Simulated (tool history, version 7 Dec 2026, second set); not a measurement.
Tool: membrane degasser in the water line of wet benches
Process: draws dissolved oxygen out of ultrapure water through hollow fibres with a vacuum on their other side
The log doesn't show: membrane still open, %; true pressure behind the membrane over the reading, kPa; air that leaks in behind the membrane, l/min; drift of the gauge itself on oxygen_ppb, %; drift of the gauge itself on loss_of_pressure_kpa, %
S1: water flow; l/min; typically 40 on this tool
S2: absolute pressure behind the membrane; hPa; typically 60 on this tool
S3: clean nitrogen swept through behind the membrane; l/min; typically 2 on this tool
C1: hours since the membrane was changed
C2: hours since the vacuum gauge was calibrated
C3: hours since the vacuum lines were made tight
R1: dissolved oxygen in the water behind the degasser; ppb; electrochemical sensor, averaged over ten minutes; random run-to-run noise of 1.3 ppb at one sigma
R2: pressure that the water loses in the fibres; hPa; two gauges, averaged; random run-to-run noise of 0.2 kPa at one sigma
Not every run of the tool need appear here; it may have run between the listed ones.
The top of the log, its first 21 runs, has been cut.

run	hour	S1	S2	S3	C1	C2	C3	R1	R2
22	786.1	47	91.3	2.77	2805	496	2462	248.3	522.1
23	823.1	47	91.3	2.77	2842	533	2499	244.3	522.6
24	872.4	47	91.3	2.77	2892	583	2549	242.4	524.6
25	911.8	47	91.3	2.77	2931	622	2588	242	524.6
26	956.4	36	39.8	1.46	2976	667	2633	47	400.7
27	977.7	36	39.8	1.46	2997	688	2654	47.7	400.9
28	1017.4	40	60	5.32	3037	728	2694	59.7	445.9
29	1067.1	54	60	5.2	3086	777	2743	107.6	604.9
30	1109.1	54	60	5.2	3128	819	2785	106.9	602.4
31	1157.8	58	60	3.27	3177	868	2834	165.1	648.1

Below are 3 alternative next runs, each starting from the tool's condition after run 31. Predict each:
A	1194.2	24	132	0.92	3214	904	2870	?	?
B	1194.2	54	76.8	3.27	3214	904	2870	?	?
C	1194.2	40	83.2	0.82	3214	904	2870	?	?

run	R1	R2
A	536.4	266.5
B	203.7	602.7
C	462.1	446.9
With no hidden state in the tool, these same runs would have given:
run	R1	R2
A	532.1	261.4
B	198.2	591.2
C	458.4	438.4

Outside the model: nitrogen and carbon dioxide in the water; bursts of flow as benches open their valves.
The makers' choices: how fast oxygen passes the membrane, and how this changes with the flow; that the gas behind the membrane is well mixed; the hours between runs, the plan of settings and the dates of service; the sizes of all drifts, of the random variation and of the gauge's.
